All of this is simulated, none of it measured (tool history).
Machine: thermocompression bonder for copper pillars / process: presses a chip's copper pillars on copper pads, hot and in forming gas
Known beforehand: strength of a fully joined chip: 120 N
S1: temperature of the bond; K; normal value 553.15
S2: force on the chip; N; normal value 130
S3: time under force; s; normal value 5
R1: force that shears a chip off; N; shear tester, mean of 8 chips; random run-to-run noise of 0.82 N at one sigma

run,hour,S1,S2,S3,R1
1,0.0,553.15,130,5,64.9
2,5.9,553.15,132,5,65.1
3,16.7,553.15,121,5,62.0
4,24.9,553.15,130,5,65.2
5,34.6,553.15,130,5,64.2
6,47.4,553.15,130,5,64.8
7,58.0,553.15,130,5,64.1
8,65.6,553.15,130,5,65.3
9,74.5,553.15,130,4,57.9
10,82.9,553.15,130,5,64.0
11,89.1,553.15,130,5,64.0
12,102.4,553.15,130,5,63.2
13,113.6,553.15,130,5,63.8
14,125.2,553.15,130,5,64.5
15,134.7,553.15,130,5,64.6
16,142.6,553.15,99,5,56.7
17,149.1,553.15,99,5,56.5
18,155.8,553.15,130,5,65.5
19,165.3,553.15,130,5,63.9
20,171.6,553.15,130,5,63.9
21,184.7,553.15,130,3,53.5

Run 22 is up next; what results do you expect?
22,194.3,553.15,130,3,?

{"run 22": {"R1": 53.5}}
Were there no unlogged condition in the tool, this run, its random variation unchanged, would have produced R1 54.0 N.
